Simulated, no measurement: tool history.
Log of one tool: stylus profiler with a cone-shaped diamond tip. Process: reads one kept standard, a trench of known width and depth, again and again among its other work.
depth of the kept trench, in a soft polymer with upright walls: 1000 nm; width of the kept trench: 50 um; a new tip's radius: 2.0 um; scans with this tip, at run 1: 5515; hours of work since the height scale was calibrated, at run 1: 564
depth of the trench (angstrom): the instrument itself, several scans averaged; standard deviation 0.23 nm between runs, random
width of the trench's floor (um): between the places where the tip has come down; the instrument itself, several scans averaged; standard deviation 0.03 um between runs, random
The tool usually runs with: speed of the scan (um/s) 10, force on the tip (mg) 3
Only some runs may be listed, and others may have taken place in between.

run    hour  speed of the scan (um/s)  force on the tip (mg)  scans with this tip  hours of work since the height scale was calibrated  depth of the trench (angstrom)  width of the trench's floor (um)
  1       0                        10                      3                 5515                                                  564                         10110.4                             46.02
  2    32.3                        10                      3                 5766                                                  590                         10106.3                             45.96
  3    64.2                        10                      3                 6012                                                  615                         10110.4                             46.02
  4   105.2                        10                   7.03                 6329                                                  648                         10215.8                             45.95
  5   148.2                        10                   7.03                 6663                                                  682                         10210.1                             45.87
  6   181.4                         4                      3                 6919                                                  708                           10100                             45.88
  7   241.2                         4                      3                 7383                                                  755                         10100.2                             45.84
  8     286                         4                      3                 7730                                                  791                         10095.9                              45.8
  9   341.1                        12                      3                 8156                                                  834                         10093.8                             45.74
 10   389.7                        12                      3                 8532                                                  873                         10096.6                             45.78
 11   427.6                         4                      3                 8826                                                  903                         10091.4                             45.73
 12   462.2                         5                      3                 9094                                                  930                           10093                             45.75
 13     497                        17                      3                 9363                                                  958                         10093.6                             45.71
 14   542.1                        14                      3                 9712                                                  994                           10092                             45.69
 15   581.1                        14                      3                10014                                                 1025                         10088.3                             45.65
 16   630.4                        25                   3.51                10396                                                 1064                         10100.6                             45.62
 17   673.5                        25                   3.51                10730                                                 1098                           10097                             45.56
 18   719.3                         4                   4.84                11085                                                 1134                         10134.6                             45.57
      722.3  -- height scale calibrated on a step standard
 19   755.8                         5                   1.16                11363                                                   27                         10007.5                             45.59
 20   811.6                         5                   3.19                11795                                                   71                         10079.4                             45.53
 21   839.5                         5                   3.19                12011                                                   93                         10074.9                             45.53
 22     889                         5                   3.19                12394                                                  132                         10072.2                             45.52
 23   940.5                        18                   1.49                12794                                                  173                         10014.5                             45.46
 24   985.7                        22                   1.03                13143                                                  209                          9994.7                             45.37
      991.4  -- height scale calibrated on a step standard, once more
 25  1018.7                         3                   1.33                13395                                                   22                         10082.1                             45.43
 26  1047.3                        15                   2.17                13616                                                   44                         10110.9                             45.41

Hidden condition of the tool, last listed run before each entry between runs versus first listed run after:
In the gap between runs 18 and 19: height scale calibrated on a step standard (hour 722.3)
  radius of the tip, um: 2.92 -> 2.94; height scale over the true one, %: -0.548 -> -0.653
  what was measured, less what the result would be without the hidden state, depth of the trench (angstrom): -55.8 -> -65.8; width of the trench's floor (um): -0.94 -> -0.96
In the gap between runs 24 and 25: height scale calibrated on a step standard, once more (hour 991.4)
  radius of the tip, um: 3.09 -> 3.11; height scale over the true one, %: -0.742 -> -0.01
  what was measured, less what the result would be without the hidden state, depth of the trench (angstrom): -74.8 -> -1; width of the trench's floor (um): -1.08 -> -1.1
